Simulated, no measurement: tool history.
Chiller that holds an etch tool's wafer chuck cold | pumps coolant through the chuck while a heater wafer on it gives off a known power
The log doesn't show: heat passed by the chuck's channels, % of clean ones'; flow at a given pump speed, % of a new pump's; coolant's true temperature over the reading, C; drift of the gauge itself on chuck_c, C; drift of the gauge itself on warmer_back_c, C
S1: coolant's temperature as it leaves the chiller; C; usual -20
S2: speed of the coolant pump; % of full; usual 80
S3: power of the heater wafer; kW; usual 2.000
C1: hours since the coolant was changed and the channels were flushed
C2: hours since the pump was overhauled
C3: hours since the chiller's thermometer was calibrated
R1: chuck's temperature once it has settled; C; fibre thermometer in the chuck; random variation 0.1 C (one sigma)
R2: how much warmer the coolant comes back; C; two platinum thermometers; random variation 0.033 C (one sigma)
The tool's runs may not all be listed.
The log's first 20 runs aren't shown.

Run 21, hour 1396.4: usual settings but S1 -21 C, S2 69 % of full, S3 2.272 kW; C1 2003; C2 5303; C3 1877. Result: R1 -2.3 C, R2 7.08 C.
Run 22, hour 1462.3: usual settings but S3 1.500 kW; C1 2069; C2 5369; C3 1943. Result: R1 -8.7 C, R2 3.97 C.
Run 23, hour 1524.2: usual settings but S3 1.500 kW; C1 2131; C2 5431; C3 2005. Result: R1 -8.3 C, R2 4.01 C.
Run 24, hour 1587.8: usual settings but S1 -25 C, S2 93 % of full, S3 1.500 kW; C1 2194; C2 5494; C3 2068. Result: R1 -14.6 C, R2 3.39 C.
Run 25, hour 1662.2: usual settings but S1 -25 C, S2 93 % of full, S3 1.500 kW; C1 2269; C2 5569; C3 2143. Result: R1 -14.7 C, R2 3.34 C.
Run 26, hour 1753.2: usual settings but S1 -25 C, S2 93 % of full, S3 1.500 kW; C1 2360; C2 5660; C3 2234. Result: R1 -14.5 C, R2 3.36 C.
Run 27, hour 1795.4: usual settings but S1 -15 C, S3 1.267 kW; C1 2402; C2 5702; C3 2276. Result: R1 -5.3 C, R2 3.40 C.
Run 28, hour 1859.7: usual settings but S1 -15 C, S3 1.267 kW; C1 2466; C2 5766; C3 2340. Result: R1 -5.1 C, R2 3.36 C.
Run 29, hour 1906.2: usual settings but S1 -15 C, S3 1.267 kW; C1 2513; C2 5813; C3 2387. Result: R1 -5.2 C, R2 3.44 C.
Run 30, hour 1948.3: usual settings but S3 2.204 kW; C1 2555; C2 5855; C3 2429. Result: R1 -2.8 C, R2 5.90 C.
Run 31, hour 2021.4: usual settings but S1 -26 C, S3 1.332 kW; C1 2628; C2 5928; C3 2502. Result: R1 -15.4 C, R2 3.58 C.
Run 32, hour 2095.4: usual settings but S2 72 % of full, S3 1.013 kW; C1 2702; C2 6002; C3 2576. Result: R1 -11.4 C, R2 3.05 C.

Forecast each of these 4 alternatives for the next run:
Run A, hour 2150.8: usual settings but S2 72 % of full, S3 2.565 kW; C1 2757; C2 6057; C3 2631. Result: R1 ?, R2 ?.
Run B, hour 2150.8: usual settings but S1 -27 C; C1 2757; C2 6057; C3 2631. Result: R1 ?, R2 ?.
Run C, hour 2150.8: usual settings but S2 75 % of full, S3 1.047 kW; C1 2757; C2 6057; C3 2631. Result: R1 ?, R2 ?.
Run D, hour 2150.8: usual settings but S1 -13 C, S2 76 % of full, S3 1.017 kW; C1 2757; C2 6057; C3 2631. Result: R1 ?, R2 ?.

run     R1    R2
  A    1.4  7.69
  B  -11.2  5.32
  C  -11.5  3.00
  D   -4.6  2.86
Without the tool's hidden state the same runs would have given:
run     R1    R2
  A   -2.1  6.90
  B  -13.8  4.77
  C  -13.0  2.69
  D   -6.1  2.57

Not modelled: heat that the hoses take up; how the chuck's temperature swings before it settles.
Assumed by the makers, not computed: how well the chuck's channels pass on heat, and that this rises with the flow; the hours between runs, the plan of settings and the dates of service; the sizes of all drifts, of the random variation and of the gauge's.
